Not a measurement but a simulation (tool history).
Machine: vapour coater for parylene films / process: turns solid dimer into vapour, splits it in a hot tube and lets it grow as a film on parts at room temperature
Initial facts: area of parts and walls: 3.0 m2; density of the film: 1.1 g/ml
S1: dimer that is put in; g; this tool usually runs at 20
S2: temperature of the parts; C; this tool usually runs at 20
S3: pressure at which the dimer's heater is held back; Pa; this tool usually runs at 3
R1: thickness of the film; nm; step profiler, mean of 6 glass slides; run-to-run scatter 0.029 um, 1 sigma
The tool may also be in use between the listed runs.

run 1 hour=0 | S1=20 S2=20 S3=3 | R1=4960
run 2 hour=47.8 | S1=20 S2=20 S3=3 | R1=4880
run 3 hour=79 | S1=19 S2=20 S3=3 | R1=4650
run 4 hour=103.7 | S1=19 S2=20 S3=3 | R1=4660
run 5 hour=156.6 | S1=20 S2=20 S3=3 | R1=4920
run 6 hour=197.7 | S1=18 S2=20 S3=3 | R1=4430
run 7 hour=257.7 | S1=20 S2=17 S3=3 | R1=5320
run 8 hour=289.5 | S1=20 S2=20 S3=11.56 | R1=4290
-- hour=329.2 trap's valve overhauled
run 9 hour=332.7 | S1=20 S2=20 S3=11.56 | R1=4270
run 10 hour=364.7 | S1=20 S2=20 S3=11.56 | R1=4230
run 11 hour=413.7 | S1=20 S2=20 S3=11.56 | R1=4250
run 12 hour=460.9 | S1=20 S2=30 S3=3 | R1=3860
run 13 hour=510.2 | S1=20 S2=20 S3=3 | R1=4950
run 14 hour=538.3 | S1=20 S2=20 S3=3 | R1=4940
run 15 hour=570.3 | S1=20 S2=20 S3=3 | R1=4910
run 16 hour=599.6 | S1=20 S2=20 S3=4.09 | R1=4790
run 17 hour=656.8 | S1=20 S2=20 S3=4.09 | R1=4790
run 18 hour=683.1 | S1=17 S2=20 S3=2.37 | R1=4230
run 19 hour=722.9 | S1=20 S2=21 S3=3 | R1=4800
run 20 hour=768.6 | S1=20 S2=21 S3=3 | R1=4810
run 21 hour=813.4 | S1=15 S2=20 S3=3.63 | R1=3630
run 22 hour=864.2 | S1=15 S2=20 S3=3.63 | R1=3590
run 23 hour=896.2 | S1=9 S2=24 S3=3 | R1=1990
run 24 hour=944.4 | S1=10 S2=20 S3=3 | R1=2440
-- hour=983.3 trap's valve overhauled
run 25 hour=998.5 | S1=20 S2=20 S3=8.21 | R1=4400
run 26 hour=1045.7 | S1=19 S2=15 S3=3 | R1=5360
run 27 hour=1083.8 | S1=16 S2=15 S3=9.77 | R1=3930
run 28 hour=1122.4 | S1=16 S2=15 S3=9.77 | R1=3910
run 29 hour=1153.4 | S1=20 S2=26 S3=10.6 | R1=3740
run 30 hour=1181.3 | S1=20 S2=26 S3=10.6 | R1=3700
run 31 hour=1225.2 | S1=8 S2=14 S3=2.54 | R1=2320
run 32 hour=1266 | S1=35 S2=14 S3=4.33 | R1=9590
run 33 hour=1313.9 | S1=35 S2=14 S3=4.33 | R1=9580

Forecast each of these 5 alternatives for the next run:
run A hour=1370.2 | S1=17 S2=22 S3=2.77 | R1=?
run B hour=1370.2 | S1=23 S2=20 S3=3 | R1=?
run C hour=1370.2 | S1=32 S2=17 S3=7.16 | R1=?
run D hour=1370.2 | S1=13 S2=17 S3=8.06 | R1=?
run E hour=1370.2 | S1=12 S2=17 S3=2.02 | R1=?

run=A R1=4010
run=B R1=5710
run=C R1=7740
run=D R1=3110
run=E R1=3330
Had the tool no hidden state, the same runs would have come out as:
run=A R1=4020
run=B R1=5720
run=C R1=7760
run=D R1=3120
run=E R1=3340

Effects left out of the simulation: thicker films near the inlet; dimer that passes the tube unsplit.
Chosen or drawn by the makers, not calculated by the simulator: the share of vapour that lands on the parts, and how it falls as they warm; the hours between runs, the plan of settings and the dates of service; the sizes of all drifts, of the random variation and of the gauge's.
